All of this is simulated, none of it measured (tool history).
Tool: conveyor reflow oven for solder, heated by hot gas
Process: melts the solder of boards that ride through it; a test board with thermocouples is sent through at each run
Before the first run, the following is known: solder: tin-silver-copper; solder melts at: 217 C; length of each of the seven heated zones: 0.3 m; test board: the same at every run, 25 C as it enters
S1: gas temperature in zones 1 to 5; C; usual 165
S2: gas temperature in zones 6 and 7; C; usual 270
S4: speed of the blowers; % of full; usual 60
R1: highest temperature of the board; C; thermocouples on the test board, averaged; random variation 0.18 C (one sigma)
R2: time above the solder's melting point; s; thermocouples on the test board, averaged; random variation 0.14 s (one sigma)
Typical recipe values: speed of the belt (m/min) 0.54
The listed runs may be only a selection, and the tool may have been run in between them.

run 1 hour=0 | S1=165 S2=270 speed_of_the_belt_(m/min)=0.54 S4=60 | R1=247.5 R2=43.2
run 2 hour=37.7 | S1=165 S2=270 speed_of_the_belt_(m/min)=0.54 S4=60 | R1=247 R2=43.1
run 3 hour=54.8 | S1=165 S2=270 speed_of_the_belt_(m/min)=0.54 S4=60 | R1=247 R2=43
run 4 hour=73.1 | S1=165 S2=270 speed_of_the_belt_(m/min)=0.54 S4=60 | R1=247 R2=42.8
run 5 hour=105.4 | S1=165 S2=270 speed_of_the_belt_(m/min)=0.54 S4=60 | R1=246.6 R2=42.7
run 6 hour=128.1 | S1=165 S2=270 speed_of_the_belt_(m/min)=0.54 S4=60 | R1=246.9 R2=42.8
run 7 hour=153.3 | S1=180 S2=270 speed_of_the_belt_(m/min)=0.54 S4=60 | R1=249.5 R2=49.5
run 8 hour=173.8 | S1=180 S2=270 speed_of_the_belt_(m/min)=0.54 S4=60 | R1=249.8 R2=49.5
run 9 hour=191.9 | S1=180 S2=270 speed_of_the_belt_(m/min)=0.54 S4=60 | R1=249.3 R2=49.5
run 10 hour=216.4 | S1=180 S2=270 speed_of_the_belt_(m/min)=0.54 S4=60 | R1=248.8 R2=49.2
run 11 hour=249.4 | S1=165 S2=270 speed_of_the_belt_(m/min)=0.54 S4=60 | R1=246.1 R2=41.7
run 12 hour=272.6 | S1=165 S2=270 speed_of_the_belt_(m/min)=0.54 S4=60 | R1=245.7 R2=42.1
run 13 hour=302.5 | S1=165 S2=270 speed_of_the_belt_(m/min)=0.54 S4=60 | R1=245.7 R2=41.8
-- hour=308.6 belt drive overhauled, speed set with a stopwatch
-- hour=324.8 flux residue cleaned out of gas plates and filters
run 14 hour=343.2 | S1=165 S2=270 speed_of_the_belt_(m/min)=0.54 S4=60 | R1=247.9 R2=43.9
run 15 hour=376.2 | S1=165 S2=270 speed_of_the_belt_(m/min)=0.54 S4=60 | R1=247.5 R2=44
run 16 hour=414.6 | S1=165 S2=270 speed_of_the_belt_(m/min)=0.54 S4=60 | R1=247.3 R2=43.5
run 17 hour=431.7 | S1=165 S2=270 speed_of_the_belt_(m/min)=0.54 S4=60 | R1=247.3 R2=43.6
run 18 hour=470.1 | S1=165 S2=270 speed_of_the_belt_(m/min)=0.54 S4=73 | R1=250.3 R2=46.6
run 19 hour=498.4 | S1=165 S2=281 speed_of_the_belt_(m/min)=0.54 S4=51 | R1=253.2 R2=46.9
run 20 hour=517.1 | S1=174 S2=272 speed_of_the_belt_(m/min)=0.54 S4=54 | R1=248.4 R2=46.5
-- hour=530.4 belt drive overhauled, speed set with a stopwatch, once more
run 21 hour=546.9 | S1=165 S2=273 speed_of_the_belt_(m/min)=0.482 S4=60 | R1=252.7 R2=52.9
run 22 hour=570.2 | S1=165 S2=273 speed_of_the_belt_(m/min)=0.482 S4=60 | R1=252.6 R2=52.9
run 23 hour=601 | S1=154 S2=270 speed_of_the_belt_(m/min)=0.458 S4=66 | R1=251.4 R2=52.4
run 24 hour=636.8 | S1=154 S2=270 speed_of_the_belt_(m/min)=0.458 S4=66 | R1=251 R2=52.3
run 25 hour=664.5 | S1=154 S2=270 speed_of_the_belt_(m/min)=0.458 S4=66 | R1=250.6 R2=52
run 26 hour=684.5 | S1=151 S2=266 speed_of_the_belt_(m/min)=0.54 S4=60 | R1=238.5 R2=32
run 27 hour=711.1 | S1=161 S2=284 speed_of_the_belt_(m/min)=0.54 S4=52 | R1=252.9 R2=44.9
run 28 hour=737.3 | S1=161 S2=284 speed_of_the_belt_(m/min)=0.54 S4=52 | R1=252.8 R2=44.9
run 29 hour=756 | S1=161 S2=284 speed_of_the_belt_(m/min)=0.54 S4=52 | R1=252.6 R2=45
-- hour=791.6 flux residue cleaned out of gas plates and filters
run 30 hour=797.3 | S1=161 S2=284 speed_of_the_belt_(m/min)=0.54 S4=52 | R1=254.9 R2=46.4

4 ways to go on from here, each from the tool as it stands after run 30. What would each give?
run A hour=817.9 | S1=167 S2=270 speed_of_the_belt_(m/min)=0.54 S4=63 | R1=? R2=?
run B hour=817.9 | S1=165 S2=270 speed_of_the_belt_(m/min)=0.622 S4=60 | R1=? R2=?
run C hour=817.9 | S1=179 S2=271 speed_of_the_belt_(m/min)=0.54 S4=53 | R1=? R2=?
run D hour=817.9 | S1=169 S2=268 speed_of_the_belt_(m/min)=0.54 S4=78 | R1=? R2=?

run=A R1=247.6 R2=44.3
run=B R1=240.9 R2=31.6
run=C R1=248.3 R2=47.6
run=D R1=249.6 R2=47
With the hidden condition removed and each run's random variation left untouched, the same runs would have given:
run=A R1=250.3 R2=46.1
run=B R1=243.4 R2=33.6
run=C R1=250.8 R2=49.3
run=D R1=252.3 R2=48.6

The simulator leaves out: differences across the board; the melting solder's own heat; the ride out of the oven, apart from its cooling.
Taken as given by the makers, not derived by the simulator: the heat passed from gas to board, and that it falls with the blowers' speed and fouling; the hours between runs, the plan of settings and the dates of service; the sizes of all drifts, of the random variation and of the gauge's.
